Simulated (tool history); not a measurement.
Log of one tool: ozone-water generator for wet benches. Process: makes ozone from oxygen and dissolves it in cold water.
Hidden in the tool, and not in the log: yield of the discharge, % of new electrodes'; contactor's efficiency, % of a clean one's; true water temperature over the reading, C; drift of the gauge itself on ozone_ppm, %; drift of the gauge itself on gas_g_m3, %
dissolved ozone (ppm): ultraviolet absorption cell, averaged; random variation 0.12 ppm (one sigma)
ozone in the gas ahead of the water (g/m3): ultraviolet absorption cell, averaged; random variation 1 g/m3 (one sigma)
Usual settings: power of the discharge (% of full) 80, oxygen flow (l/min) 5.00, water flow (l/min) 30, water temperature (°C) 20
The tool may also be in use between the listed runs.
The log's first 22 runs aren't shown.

run	hour	power of the discharge (% of full)	oxygen flow (l/min)	water flow (l/min)	water temperature (°C)	hours of work since the electrodes were changed	hours of work since the contactor was cleaned	hours of work since the thermometer was calibrated	dissolved ozone (ppm)	ozone in the gas ahead of the water (g/m3)
23	2991.0	47	5.00	30	27	2913	2416	3140	7.5	125.0
24	3185.7	47	5.00	30	27	3079	2582	3305	7.6	124.8
25	3381.9	47	5.00	30	27	3245	2748	3472	7.5	125.4
26	3521.4	72	3.70	18	21	3364	2867	3591	16.5	193.8
# hour 3686.1: contactor cleaned
27	3722.3	80	5.00	30	22	3531	31	3758	11.5	178.2
28	3918.9	60	2.86	21	20	3698	198	3925	12.4	199.2
29	4036.2	60	6.69	20	20	3798	298	4025	13.3	126.0
30	4222.8	80	2.63	33	24	3957	456	4184	9.1	250.1
31	4341.4	80	2.63	33	24	4058	557	4284	9.3	250.1
32	4510.1	95	6.21	33	13	4201	701	4428	13.6	178.9

5 ways to go on from here, each from the tool as it stands after run 32. What would each give?
A	4630.3	80	5.00	30	13	4303	803	4530	?	?
B	4630.3	41	6.21	33	23	4303	803	4530	?	?
C	4630.3	95	7.36	26	13	4303	803	4530	?	?
D	4630.3	82	8.40	30	15	4303	803	4530	?	?
E	4630.3	95	6.21	19	13	4303	803	4530	?	?

run	dissolved ozone (ppm)	ozone in the gas ahead of the water (g/m3)
A	12.7	178.1
B	6.9	102.5
C	16.6	164.2
D	13.5	138.5
E	21.0	179.6
Without the tool's hidden state the same runs would have given:
run	dissolved ozone (ppm)	ozone in the gas ahead of the water (g/m3)
A	12.8	178.8
B	6.9	102.7
C	16.7	164.9
D	13.5	139.0
E	21.1	180.4

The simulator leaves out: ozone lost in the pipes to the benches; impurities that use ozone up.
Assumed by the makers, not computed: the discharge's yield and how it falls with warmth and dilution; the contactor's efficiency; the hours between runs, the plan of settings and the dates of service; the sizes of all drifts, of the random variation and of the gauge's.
